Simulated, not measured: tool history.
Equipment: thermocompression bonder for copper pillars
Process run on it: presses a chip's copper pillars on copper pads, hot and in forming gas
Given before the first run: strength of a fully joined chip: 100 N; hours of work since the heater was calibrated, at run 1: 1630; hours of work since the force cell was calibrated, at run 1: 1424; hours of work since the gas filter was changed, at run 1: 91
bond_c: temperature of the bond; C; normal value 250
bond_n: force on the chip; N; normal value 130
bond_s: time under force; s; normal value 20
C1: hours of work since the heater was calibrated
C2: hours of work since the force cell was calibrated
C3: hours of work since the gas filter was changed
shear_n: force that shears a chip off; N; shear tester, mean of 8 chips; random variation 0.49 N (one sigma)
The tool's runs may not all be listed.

Run 1, hour 0: usual settings; C1 1630; C2 1424; C3 91. Result: shear_n 43.9 N.
Run 2, hour 81: usual settings but bond_c 235 C; C1 1668; C2 1461; C3 128. Result: shear_n 35.2 N.
At hour 100.4: forming gas filter changed.
Run 3, hour 162.8: usual settings but bond_c 235 C, bond_s 17 s; C1 1706; C2 1499; C3 29. Result: shear_n 34.1 N.
Run 4, hour 214: usual settings but bond_c 235 C, bond_n 155 N, bond_s 17 s; C1 1730; C2 1523; C3 53. Result: shear_n 38.5 N.
At hour 223.7: heater calibrated with a thermocouple chip.
Run 5, hour 278.2: usual settings; C1 25; C2 1552; C3 82. Result: shear_n 46.7 N.
Run 6, hour 365.9: usual settings; C1 66; C2 1592; C3 122. Result: shear_n 46.8 N.
At hour 394.1: forming gas filter changed.
Run 7, hour 447.5: usual settings; C1 104; C2 1630; C3 25. Result: shear_n 48 N.
Run 8, hour 534.7: usual settings; C1 144; C2 1670; C3 65. Result: shear_n 47.3 N.
Run 9, hour 623.6: usual settings but bond_s 42 s; C1 185; C2 1711; C3 106. Result: shear_n 59.4 N.
At hour 688.7: forming gas filter changed.
Run 10, hour 702.9: usual settings but bond_s 42 s; C1 222; C2 1748; C3 7. Result: shear_n 60.7 N.
Run 11, hour 749.5: usual settings; C1 243; C2 1770; C3 28. Result: shear_n 48.3 N.
Run 12, hour 789.2: usual settings but bond_s 59 s; C1 262; C2 1788; C3 47. Result: shear_n 65.9 N.
Run 13, hour 857.7: usual settings but bond_s 59 s; C1 294; C2 1820; C3 78. Result: shear_n 66.4 N.
Run 14, hour 899.3: usual settings but bond_s 59 s; C1 313; C2 1839; C3 98. Result: shear_n 65.6 N.
Run 15, hour 963.8: usual settings but bond_c 247 C, bond_n 183 N, bond_s 18 s; C1 343; C2 1869; C3 128. Result: shear_n 54.8 N.
At hour 983.1: forming gas filter changed.
Run 16, hour 1002.3: usual settings but bond_n 144 N; C1 360; C2 1887; C3 9. Result: shear_n 51.7 N.
Run 17, hour 1044.3: usual settings but bond_c 240 C, bond_n 138 N; C1 380; C2 1906; C3 28. Result: shear_n 45 N.
At hour 1071.9: force cell calibrated.
Run 18, hour 1124.3: usual settings but bond_c 229 C, bond_s 26 s; C1 416; C2 24; C3 65. Result: shear_n 37.6 N.
Run 19, hour 1185.7: usual settings but bond_n 131 N, bond_s 18 s; C1 445; C2 53; C3 93. Result: shear_n 42.5 N.
Run 20, hour 1253.6: usual settings but bond_n 131 N, bond_s 18 s; C1 476; C2 84; C3 125. Result: shear_n 42.7 N.
At hour 1277.9: forming gas filter changed.
Run 21, hour 1334.7: usual settings but bond_c 266 C; C1 514; C2 122; C3 26. Result: shear_n 53.1 N.
Run 22, hour 1402.9: usual settings but bond_c 249 C, bond_n 120 N, bond_s 27 s; C1 545; C2 153; C3 58. Result: shear_n 45.4 N.
Run 23, hour 1481.7: usual settings but bond_c 254 C, bond_n 174 N, bond_s 57 s; C1 582; C2 190; C3 95. Result: shear_n 74.6 N.

Consider 4 possible next runs. They are alternatives, not a sequence: every one starts from the tool as it was left by run 23. What does each give?
At hour 1570.1: forming gas filter changed.
Run A, hour 1570.1: usual settings but bond_c 229 C; C1 623; C2 231; C3 0. Result: shear_n ?.
At hour 1570.1: forming gas filter changed.
Run B, hour 1570.1: usual settings but bond_c 254 C, bond_n 140 N, bond_s 57 s; C1 623; C2 231; C3 0. Result: shear_n ?.
At hour 1570.1: forming gas filter changed.
Run C, hour 1570.1: usual settings but bond_c 254 C, bond_n 156 N, bond_s 57 s; C1 623; C2 231; C3 0. Result: shear_n ?.
At hour 1570.1: forming gas filter changed.
Run D, hour 1570.1: usual settings but bond_c 256 C, bond_n 103 N, bond_s 27 s; C1 623; C2 231; C3 0. Result: shear_n ?.

run  shear_n
  A     34.2
  B       69
  C     71.7
  D     44.8
What these runs would have given with no unlogged condition in the tool:
run  shear_n
  A     35.1
  B       70
  C     72.6
  D     45.7
